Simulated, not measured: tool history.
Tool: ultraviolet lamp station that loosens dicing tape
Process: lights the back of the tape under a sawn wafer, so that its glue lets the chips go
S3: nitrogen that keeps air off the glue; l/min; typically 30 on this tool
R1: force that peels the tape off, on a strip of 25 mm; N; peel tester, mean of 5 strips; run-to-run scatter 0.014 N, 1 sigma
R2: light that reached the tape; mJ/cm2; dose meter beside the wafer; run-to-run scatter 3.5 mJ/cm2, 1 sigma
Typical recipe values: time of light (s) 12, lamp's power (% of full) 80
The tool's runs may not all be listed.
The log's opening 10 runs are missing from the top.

Run 11, hour 330.7: usual settings but S3 11 l/min. Result: R1 1.179 N, R2 578 mJ/cm2.
Run 12, hour 380.9: usual settings but S3 11 l/min. Result: R1 1.197 N, R2 582 mJ/cm2.
Run 13, hour 410.7: usual settings but time of light (s) 11, S3 11 l/min. Result: R1 1.335 N, R2 534 mJ/cm2.
Run 14, hour 460.3: usual settings but lamp's power (% of full) 66. Result: R1 0.931 N, R2 475 mJ/cm2.
Run 15, hour 497.5: usual settings but S3 17 l/min. Result: R1 0.937 N, R2 587 mJ/cm2.
At hour 519.9: lamp changed.
Run 16, hour 535.3: usual settings but time of light (s) 9, S3 31 l/min. Result: R1 1.031 N, R2 439 mJ/cm2.
Run 17, hour 581.5: usual settings but time of light (s) 10, lamp's power (% of full) 85, S3 13 l/min. Result: R1 1.263 N, R2 517 mJ/cm2.
Run 18, hour 605: usual settings but time of light (s) 7, S3 16 l/min. Result: R1 1.914 N, R2 343 mJ/cm2.
Run 19, hour 633.1: usual settings but lamp's power (% of full) 73, S3 35 l/min. Result: R1 0.748 N, R2 529 mJ/cm2.

Estimate the outcome of run 20 from the log above:
Run 20, hour 674.6: usual settings but lamp's power (% of full) 79. Result: R1 ?, R2 ?.

Run 20 came out at R1 0.705 N, R2 571 mJ/cm2.
If the tool had no hidden condition, the same run with the same run-to-run variation would have returned R1 0.704 N, R2 571 mJ/cm2.
